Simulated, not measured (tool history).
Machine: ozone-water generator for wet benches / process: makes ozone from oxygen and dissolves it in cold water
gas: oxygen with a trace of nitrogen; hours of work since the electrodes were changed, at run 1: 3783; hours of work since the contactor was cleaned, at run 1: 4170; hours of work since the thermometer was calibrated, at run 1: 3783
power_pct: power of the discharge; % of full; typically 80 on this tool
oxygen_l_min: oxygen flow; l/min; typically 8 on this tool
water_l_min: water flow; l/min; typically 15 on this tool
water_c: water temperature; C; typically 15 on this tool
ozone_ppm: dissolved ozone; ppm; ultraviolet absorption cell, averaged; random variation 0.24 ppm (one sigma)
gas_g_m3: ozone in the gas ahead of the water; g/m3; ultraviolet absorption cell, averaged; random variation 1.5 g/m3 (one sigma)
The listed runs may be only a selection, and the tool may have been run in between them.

| run | day | power_pct | oxygen_l_min | water_l_min | water_c | hours of work since the electrodes were changed | hours of work since the contactor was cleaned | hours of work since the thermometer was calibrated | ozone_ppm | gas_g_m3 |
|---|---|---|---|---|---|---|---|---|---|---|
| 1 | 0 | 80 | 8 | 15 | 15 | 3783 | 4170 | 3783 | 33.4 | 271.5 |
| 2 | 7.479 | 80 | 8 | 15 | 15 | 3913 | 4300 | 3913 | 33 | 273.5 |
| 3 | 13.3 | 80 | 8 | 15 | 15 | 4014 | 4401 | 4014 | 32.9 | 271.2 |
| 4 | 19.917 | 80 | 8 | 16 | 15 | 4129 | 4516 | 4129 | 32 | 274.7 |
| 5 | 25.008 | 80 | 8 | 16 | 15 | 4217 | 4604 | 4217 | 31.1 | 271.1 |
| 6 | 30.221 | 80 | 8 | 16 | 15 | 4308 | 4695 | 4308 | 31.4 | 273 |
| 7 | 34.304 | 80 | 8 | 16 | 15 | 4379 | 4765 | 4379 | 31.5 | 273.3 |
| 8 | 42.404 | 80 | 8 | 16 | 15 | 4519 | 4906 | 4519 | 30.9 | 269.6 |
| 9 | 47.371 | 80 | 8 | 16 | 15 | 4606 | 4992 | 4606 | 31.3 | 268 |
| 10 | 54.896 | 80 | 8 | 16 | 15 | 4736 | 5123 | 4736 | 30.7 | 270.8 |
| 11 | 62.492 | 80 | 8 | 16 | 15 | 4868 | 5255 | 4868 | 31.2 | 270.1 |
| 12 | 70.271 | 80 | 8 | 16 | 15 | 5003 | 5390 | 5003 | 30.5 | 268.2 |
| 13 | 75.383 | 80 | 8 | 16 | 15 | 5092 | 5478 | 5092 | 30.5 | 270.7 |
|  | 78.712 | contactor cleaned |
| 14 | 79.658 | 80 | 8 | 15 | 9 | 5163 | 16 | 5163 | 37.2 | 268.2 |
| 15 | 86.079 | 46 | 8 | 23 | 15 | 5275 | 128 | 5275 | 18.6 | 204.8 |
| 16 | 93.3 | 80 | 5.59 | 14 | 9 | 5400 | 253 | 5400 | 41.3 | 338.3 |
| 17 | 97.071 | 80 | 5.59 | 14 | 9 | 5465 | 319 | 5465 | 40.6 | 335.2 |
| 18 | 105.171 | 96 | 4.92 | 15 | 18 | 5606 | 459 | 5606 | 37.1 | 398 |
|  | 110.892 | water thermometer calibrated |
| 19 | 110.892 | 80 | 8.96 | 15 | 14 | 5705 | 558 | 0 | 32.8 | 247.9 |
| 20 | 115.342 | 50 | 8 | 15 | 9 | 5782 | 635 | 77 | 29 | 212.2 |
| 21 | 119.233 | 87 | 4.31 | 15 | 15 | 5850 | 703 | 145 | 38 | 409.2 |
| 22 | 126.879 | 87 | 4.31 | 15 | 15 | 5982 | 836 | 278 | 38.4 | 408.4 |
| 23 | 134.996 | 80 | 8 | 15 | 14 | 6123 | 977 | 418 | 33.5 | 263 |
| 24 | 139.717 | 80 | 8 | 15 | 14 | 6205 | 1058 | 500 | 33.8 | 266.3 |
| 25 | 143.588 | 47 | 4.46 | 15 | 15 | 6272 | 1126 | 568 | 27.7 | 296.7 |
| 26 | 148.254 | 67 | 10.75 | 14 | 15 | 6353 | 1207 | 648 | 28.6 | 203.3 |
| 27 | 156.508 | 67 | 5.61 | 16 | 15 | 6497 | 1350 | 792 | 30.4 | 299.9 |
| 28 | 159.946 | 56 | 5.61 | 16 | 11 | 6556 | 1410 | 851 | 29.9 | 279 |

Consider 3 possible next runs. They are alternatives, not a sequence: every one starts from the tool as it was left by run 28. What does each give?
| A | 166.162 | 82 | 8 | 14 | 12 | 6664 | 1517 | 959 | ? | ? |
| B | 166.162 | 73 | 8 | 15 | 15 | 6664 | 1517 | 959 | ? | ? |
| C | 166.162 | 56 | 10.67 | 17 | 15 | 6664 | 1517 | 959 | ? | ? |

| run | ozone_ppm | gas_g_m3 |
|---|---|---|
| A | 36.5 | 266.8 |
| B | 31.3 | 252.7 |
| C | 23.7 | 185.7 |
Stripped of hidden state, with their random variation kept, the same runs would have yielded:
| run | ozone_ppm | gas_g_m3 |
|---|---|---|
| A | 41.2 | 291.5 |
| B | 35.1 | 274.9 |
| C | 26.4 | 199.7 |
